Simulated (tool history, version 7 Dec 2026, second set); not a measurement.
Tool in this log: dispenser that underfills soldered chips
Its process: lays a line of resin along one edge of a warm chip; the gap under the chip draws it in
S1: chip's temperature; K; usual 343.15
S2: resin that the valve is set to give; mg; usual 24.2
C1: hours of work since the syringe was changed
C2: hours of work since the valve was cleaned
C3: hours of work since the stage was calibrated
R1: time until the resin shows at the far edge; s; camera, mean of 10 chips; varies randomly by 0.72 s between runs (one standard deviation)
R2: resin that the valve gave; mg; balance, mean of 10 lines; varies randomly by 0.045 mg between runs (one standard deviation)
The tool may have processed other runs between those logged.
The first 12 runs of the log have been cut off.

run 13 hour=57.3 | S1=351.15 S2=24.2 | C1=3 C2=24 C3=84 | R1=50.5 R2=23.92
run 14 hour=61.7 | S1=343.15 S2=24.2 | C1=6 C2=26 C3=87 | R1=80.9 R2=23.88
run 15 hour=66.8 | S1=343.15 S2=24.2 | C1=9 C2=30 C3=90 | R1=92.1 R2=23.87
-- hour=70.6 new syringe of resin
run 16 hour=72.4 | S1=355.15 S2=24.2 | C1=1 C2=33 C3=93 | R1=39.3 R2=23.82
run 17 hour=78.3 | S1=355.15 S2=24.2 | C1=5 C2=37 C3=97 | R1=44.6 R2=23.81
run 18 hour=81.8 | S1=331.15 S2=24.2 | C1=7 C2=39 C3=99 | R1=155.4 R2=23.74
-- hour=88.5 new syringe of resin
run 19 hour=88.7 | S1=331.15 S2=24.2 | C1=0 C2=43 C3=103 | R1=118.2 R2=23.65
run 20 hour=92.5 | S1=329.15 S2=25.3 | C1=2 C2=45 C3=106 | R1=145.4 R2=24.77
run 21 hour=97.0 | S1=339.15 S2=23.7 | C1=5 C2=48 C3=108 | R1=95.2 R2=23.12
run 22 hour=101.8 | S1=339.15 S2=23.7 | C1=8 C2=51 C3=111 | R1=107.2 R2=23.07
run 23 hour=105.6 | S1=354.15 S2=31.0 | C1=11 C2=53 C3=114 | R1=55.2 R2=30.19
-- hour=106.5 new syringe of resin
-- hour=113.4 dispensing valve cleaned and set on the balance
run 24 hour=113.4 | S1=342.15 S2=23.6 | C1=4 C2=0 C3=118 | R1=79.7 R2=23.61
run 25 hour=118.6 | S1=342.15 S2=23.6 | C1=7 C2=3 C3=121 | R1=89.9 R2=23.49
run 26 hour=122.3 | S1=336.15 S2=25.0 | C1=9 C2=6 C3=123 | R1=125.9 R2=24.87
-- hour=125.6 new syringe of resin
run 27 hour=129.7 | S1=336.15 S2=25.0 | C1=3 C2=10 C3=128 | R1=103.1 R2=24.86
run 28 hour=134.3 | S1=336.15 S2=25.0 | C1=5 C2=13 C3=131 | R1=114.2 R2=24.87
run 29 hour=137.9 | S1=336.15 S2=25.0 | C1=8 C2=15 C3=133 | R1=126.1 R2=24.74
run 30 hour=142.0 | S1=346.15 S2=25.0 | C1=10 C2=18 C3=135 | R1=84.2 R2=24.74
-- hour=143.8 new syringe of resin
run 31 hour=148.9 | S1=346.15 S2=25.0 | C1=3 C2=22 C3=140 | R1=64.3 R2=24.75
run 32 hour=155.3 | S1=339.15 S2=23.2 | C1=7 C2=26 C3=144 | R1=102.0 R2=22.92
-- hour=161.8 new syringe of resin
run 33 hour=161.9 | S1=339.15 S2=23.2 | C1=0 C2=30 C3=148 | R1=80.8 R2=22.83
run 34 hour=168.2 | S1=339.15 S2=23.4 | C1=4 C2=34 C3=151 | R1=91.6 R2=23.03
run 35 hour=171.4 | S1=346.15 S2=21.3 | C1=6 C2=36 C3=153 | R1=72.4 R2=20.87
run 36 hour=174.7 | S1=334.15 S2=24.9 | C1=8 C2=38 C3=156 | R1=135.3 R2=24.51

Consider 4 possible next runs. They are alternatives, not a sequence: every one starts from the tool as it was left by run 36. What does each give?
-- hour=180.2 new syringe of resin
run A hour=180.6 | S1=334.15 S2=21.3 | C1=0 C2=41 C3=159 | R1=? R2=?
-- hour=180.2 new syringe of resin
run B hour=180.6 | S1=357.15 S2=28.3 | C1=0 C2=41 C3=159 | R1=? R2=?
-- hour=180.2 new syringe of resin
run C hour=180.6 | S1=343.15 S2=23.2 | C1=0 C2=41 C3=159 | R1=? R2=?
-- hour=180.2 new syringe of resin
run D hour=180.6 | S1=339.15 S2=24.9 | C1=0 C2=41 C3=159 | R1=? R2=?

run=A R1=109.8 R2=20.86
run=B R1=34.7 R2=27.62
run=C R1=69.9 R2=22.73
run=D R1=82.6 R2=24.36
Without the tool's unlogged condition, the same runs would have read:
run=A R1=104.7 R2=21.32
run=B R1=33.3 R2=28.23
run=C R1=66.8 R2=23.23
run=D R1=79.1 R2=24.89

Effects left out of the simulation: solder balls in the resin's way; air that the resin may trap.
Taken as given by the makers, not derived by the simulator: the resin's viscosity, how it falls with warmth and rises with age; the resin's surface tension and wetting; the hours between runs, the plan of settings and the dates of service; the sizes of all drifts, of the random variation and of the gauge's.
